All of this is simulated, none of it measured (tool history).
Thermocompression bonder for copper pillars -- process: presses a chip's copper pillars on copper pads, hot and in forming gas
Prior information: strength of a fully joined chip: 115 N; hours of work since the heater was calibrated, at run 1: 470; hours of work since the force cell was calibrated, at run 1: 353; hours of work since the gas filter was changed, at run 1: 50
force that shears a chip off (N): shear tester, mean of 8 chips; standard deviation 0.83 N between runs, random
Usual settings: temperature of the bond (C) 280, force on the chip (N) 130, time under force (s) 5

run	day	temperature of the bond (C)	force on the chip (N)	time under force (s)	hours of work since the heater was calibrated	hours of work since the force cell was calibrated	hours of work since the gas filter was changed	force that shears a chip off (N)
1	0.000	280	130	5	470	353	50	71.9
2	1.138	280	130	5	485	368	65	70.8
3	2.167	280	130	5	499	382	79	70.3
4	3.129	280	130	5	512	395	92	67.6
5	4.171	280	130	4	525	408	106	62.4
6	5.225	276	130	4	539	422	120	59.9
7	5.867	280	130	5	548	431	128	66.8
8	6.529	280	130	5	557	440	137	64.1
9	7.588	280	130	5	571	454	151	65.9
10	8.183	280	130	5	579	462	159	64.4
11	9.275	280	130	5	593	476	174	64.4
12	10.271	280	130	5	606	489	187	62.2
13	11.150	280	130	5	618	501	199	63.4
# day 11.225: forming gas filter changed
14	12.325	280	154	5	633	516	15	80.7
15	13.167	291	101	8	645	528	26	71.4
16	13.779	291	168	8	653	536	34	95.7
17	14.971	291	168	8	669	552	50	95.5
18	16.154	280	110	5	684	567	66	58.2
19	16.883	267	110	5	694	577	75	50.1
20	18.038	274	130	7	709	592	91	69.3
21	18.946	274	130	7	721	604	103	69.9
22	19.488	266	179	7	729	612	110	79.1
23	20.592	277	140	7	743	626	125	75.2
24	21.708	277	140	7	758	641	139	72.3
25	22.562	277	140	10	770	653	151	78.8
26	23.188	305	193	4	778	661	159	88.8
27	24.242	280	134	14	792	675	173	81.3
28	25.362	282	190	4	807	690	188	76.9

For each entry between runs, how does the tool's hidden state at the last listed run before it compare with that at the first listed run after it?
Run 13 -> run 14: forming gas filter changed (day 11.225)
  true temperature of the bond over the reading, C: -7.7 -> -8; force that reaches the chip, % of what is set: 96.4 -> 96.3; oxide that the forming gas leaves, % of the face: 11.67 -> 1.41
  measured minus no-state result, force that shears a chip off (N): -14.6 -> -7.3
